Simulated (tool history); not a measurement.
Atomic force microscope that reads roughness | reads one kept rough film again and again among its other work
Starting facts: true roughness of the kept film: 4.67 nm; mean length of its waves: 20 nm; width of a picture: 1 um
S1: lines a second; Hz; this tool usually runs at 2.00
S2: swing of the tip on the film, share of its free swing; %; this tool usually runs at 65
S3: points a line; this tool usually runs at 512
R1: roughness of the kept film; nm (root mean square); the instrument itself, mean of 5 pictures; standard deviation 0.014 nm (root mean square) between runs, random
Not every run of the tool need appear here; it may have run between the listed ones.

Run 1, hour 0.0: usual settings. Result: R1 3.346 nm (root mean square).
Run 2, hour 62.9: usual settings. Result: R1 3.081 nm (root mean square).
Run 3, hour 89.4: usual settings. Result: R1 2.980 nm (root mean square).
Run 4, hour 144.5: usual settings. Result: R1 2.760 nm (root mean square).
Run 5, hour 173.3: usual settings. Result: R1 2.669 nm (root mean square).
Run 6, hour 213.6: usual settings. Result: R1 2.533 nm (root mean square).
At hour 223.1: new tip fitted.
Run 7, hour 255.7: usual settings. Result: R1 3.251 nm (root mean square).
Run 8, hour 282.4: usual settings. Result: R1 3.110 nm (root mean square).
Run 9, hour 336.1: usual settings. Result: R1 2.899 nm (root mean square).
Run 10, hour 387.2: usual settings. Result: R1 2.709 nm (root mean square).
Run 11, hour 441.2: usual settings. Result: R1 2.530 nm (root mean square).
At hour 446.1: new tip fitted.
At hour 447.1: height scale calibrated on a step standard.
Run 12, hour 487.5: usual settings. Result: R1 3.167 nm (root mean square).
Run 13, hour 552.6: usual settings but S1 0.88 Hz, S3 431. Result: R1 2.919 nm (root mean square).
Run 14, hour 601.6: usual settings but S1 2.52 Hz, S2 69 %, S3 532. Result: R1 2.677 nm (root mean square).
Run 15, hour 662.1: usual settings but S1 3.51 Hz, S3 824. Result: R1 2.503 nm (root mean square).
At hour 671.4: new tip fitted.
Run 16, hour 723.1: usual settings but S1 0.92 Hz, S2 60 %, S3 753. Result: R1 3.189 nm (root mean square).
At hour 739.7: height scale calibrated on a step standard, once more.
Run 17, hour 788.1: usual settings but S1 0.51 Hz, S2 77 %, S3 444. Result: R1 2.908 nm (root mean square).
Run 18, hour 818.1: usual settings but S2 88 %, S3 519. Result: R1 2.619 nm (root mean square).
Run 19, hour 876.8: usual settings but S1 0.64 Hz, S2 56 %, S3 288. Result: R1 2.581 nm (root mean square).
At hour 896.2: new tip fitted.
Run 20, hour 937.3: usual settings but S1 0.64 Hz, S2 56 %, S3 288. Result: R1 3.184 nm (root mean square).
Run 21, hour 998.8: usual settings but S1 0.74 Hz, S2 61 %, S3 846. Result: R1 2.972 nm (root mean square).

Forecast each of these 3 alternatives for the next run:
Run A, hour 1049.5: usual settings but S1 0.84 Hz, S2 60 %, S3 547. Result: R1 ?.
Run B, hour 1049.5: usual settings but S1 1.01 Hz, S2 75 %, S3 523. Result: R1 ?.
Run C, hour 1049.5: usual settings but S1 0.78 Hz, S2 86 %, S3 279. Result: R1 ?.

run     R1
  A  2.777
  B  2.767
  C  2.670
Take away the tool's hidden state, keep each run's random variation, and the runs would have read:
run     R1
  A  3.469
  B  3.458
  C  3.335

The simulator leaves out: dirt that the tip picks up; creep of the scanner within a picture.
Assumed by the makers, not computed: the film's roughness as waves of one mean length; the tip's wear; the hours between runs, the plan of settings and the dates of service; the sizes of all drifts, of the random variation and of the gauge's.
